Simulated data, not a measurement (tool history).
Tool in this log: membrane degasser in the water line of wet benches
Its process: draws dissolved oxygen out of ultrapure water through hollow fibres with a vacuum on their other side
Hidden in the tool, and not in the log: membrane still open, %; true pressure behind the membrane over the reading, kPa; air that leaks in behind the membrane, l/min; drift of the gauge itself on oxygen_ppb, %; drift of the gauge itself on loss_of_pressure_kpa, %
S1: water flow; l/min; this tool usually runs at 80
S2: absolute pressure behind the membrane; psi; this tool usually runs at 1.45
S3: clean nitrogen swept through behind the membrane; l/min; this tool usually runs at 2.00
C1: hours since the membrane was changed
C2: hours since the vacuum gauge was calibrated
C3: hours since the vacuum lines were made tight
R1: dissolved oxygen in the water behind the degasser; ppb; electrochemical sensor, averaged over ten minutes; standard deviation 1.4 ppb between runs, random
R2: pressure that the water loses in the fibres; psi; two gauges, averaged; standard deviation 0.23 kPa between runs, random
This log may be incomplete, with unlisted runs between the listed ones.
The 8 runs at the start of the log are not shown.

Run 9, hour 324.0: usual settings; C1 1623; C2 7485; C3 1218. Result: R1 548.9 ppb, R2 8.717 psi.
Run 10, hour 363.7: usual settings but S1 61 l/min; C1 1663; C2 7525; C3 1258. Result: R1 438.6 ppb, R2 6.627 psi.
Run 11, hour 402.1: usual settings but S1 61 l/min; C1 1701; C2 7563; C3 1296. Result: R1 438.1 ppb, R2 6.633 psi.
Run 12, hour 438.3: usual settings but S1 61 l/min; C1 1737; C2 7599; C3 1332. Result: R1 436.7 ppb, R2 6.654 psi.
Run 13, hour 462.0: usual settings but S1 61 l/min; C1 1761; C2 7623; C3 1356. Result: R1 439.1 ppb, R2 6.670 psi.
At hour 475.5: vacuum gauge calibrated.
Run 14, hour 510.6: usual settings but S1 61 l/min; C1 1809; C2 35; C3 1404. Result: R1 419.8 ppb, R2 6.638 psi.
Run 15, hour 561.9: usual settings but S3 5.32 l/min; C1 1861; C2 86; C3 1455. Result: R1 236.3 ppb, R2 8.736 psi.
Run 16, hour 600.4: usual settings but S3 5.32 l/min; C1 1899; C2 125; C3 1494. Result: R1 236.5 ppb, R2 8.725 psi.
Run 17, hour 627.6: usual settings but S1 49 l/min, S2 1.28 psi, S3 1.21 l/min; C1 1926; C2 152; C3 1521. Result: R1 436.0 ppb, R2 5.372 psi.
Run 18, hour 661.3: usual settings but S2 3.23 psi, S3 1.60 l/min; C1 1960; C2 186; C3 1555. Result: R1 1554.5 ppb, R2 8.717 psi.
Run 19, hour 700.6: usual settings but S1 67 l/min, S2 0.94 psi, S3 3.73 l/min; C1 1999; C2 225; C3 1594. Result: R1 135.3 ppb, R2 7.330 psi.
Run 20, hour 727.0: usual settings but S1 67 l/min, S2 0.94 psi, S3 3.73 l/min; C1 2026; C2 252; C3 1620. Result: R1 135.9 ppb, R2 7.391 psi.
Run 21, hour 769.6: usual settings but S1 60 l/min, S3 1.47 l/min; C1 2068; C2 294; C3 1663. Result: R1 525.2 ppb, R2 6.579 psi.
Run 22, hour 804.7: usual settings but S1 60 l/min, S3 1.47 l/min; C1 2103; C2 329; C3 1698. Result: R1 530.5 ppb, R2 6.588 psi.
Run 23, hour 830.5: usual settings but S1 64 l/min, S2 1.16 psi, S3 4.24 l/min; C1 2129; C2 355; C3 1724. Result: R1 166.2 ppb, R2 7.031 psi.
Run 24, hour 876.7: usual settings but S3 3.69 l/min; C1 2175; C2 401; C3 1770. Result: R1 323.1 ppb, R2 8.792 psi.
Run 25, hour 920.5: usual settings but S1 70 l/min, S2 1.35 psi, S3 0.90 l/min; C1 2219; C2 445; C3 1814. Result: R1 750.9 ppb, R2 7.722 psi.
Run 26, hour 969.3: usual settings but S1 70 l/min, S2 1.87 psi, S3 1.98 l/min; C1 2268; C2 494; C3 1863. Result: R1 664.0 ppb, R2 7.702 psi.
Run 27, hour 1008.9: usual settings but S1 96 l/min; C1 2307; C2 533; C3 1902. Result: R1 612.6 ppb, R2 10.559 psi.
Run 28, hour 1062.3: usual settings but S1 109 l/min, S2 2.05 psi, S3 2.36 l/min; C1 2361; C2 587; C3 1956. Result: R1 920.9 ppb, R2 11.926 psi.
Run 29, hour 1097.4: usual settings but S1 96 l/min, S2 2.05 psi, S3 2.36 l/min; C1 2396; C2 622; C3 1991. Result: R1 836.8 ppb, R2 10.499 psi.
Run 30, hour 1135.4: usual settings but S1 96 l/min, S2 2.05 psi, S3 2.36 l/min; C1 2434; C2 660; C3 2029. Result: R1 829.9 ppb, R2 10.559 psi.
Run 31, hour 1166.5: usual settings but S2 2.00 psi, S3 4.14 l/min; C1 2465; C2 691; C3 2060. Result: R1 443.6 ppb, R2 8.695 psi.

Forecast each of these 4 alternatives for the next run:
Run A, hour 1203.0: usual settings but S1 62 l/min, S3 1.88 l/min; C1 2502; C2 727; C3 2096. Result: R1 ?, R2 ?.
Run B, hour 1203.0: usual settings but S1 49 l/min, S2 1.12 psi, S3 4.14 l/min; C1 2502; C2 727; C3 2096. Result: R1 ?, R2 ?.
Run C, hour 1203.0: usual settings but S1 77 l/min; C1 2502; C2 727; C3 2096. Result: R1 ?, R2 ?.
Run D, hour 1203.0: usual settings but S3 1.16 l/min; C1 2502; C2 727; C3 2096. Result: R1 ?, R2 ?.

run     R1     R2
  A  450.2  6.775
  B  124.7  5.394
  C  511.7  8.454
  D  774.2  8.737
Stripped of hidden state, with their random variation kept, the same runs would have yielded:
run     R1     R2
  A  447.5  6.693
  B  123.5  5.330
  C  508.3  8.353
  D  769.7  8.633
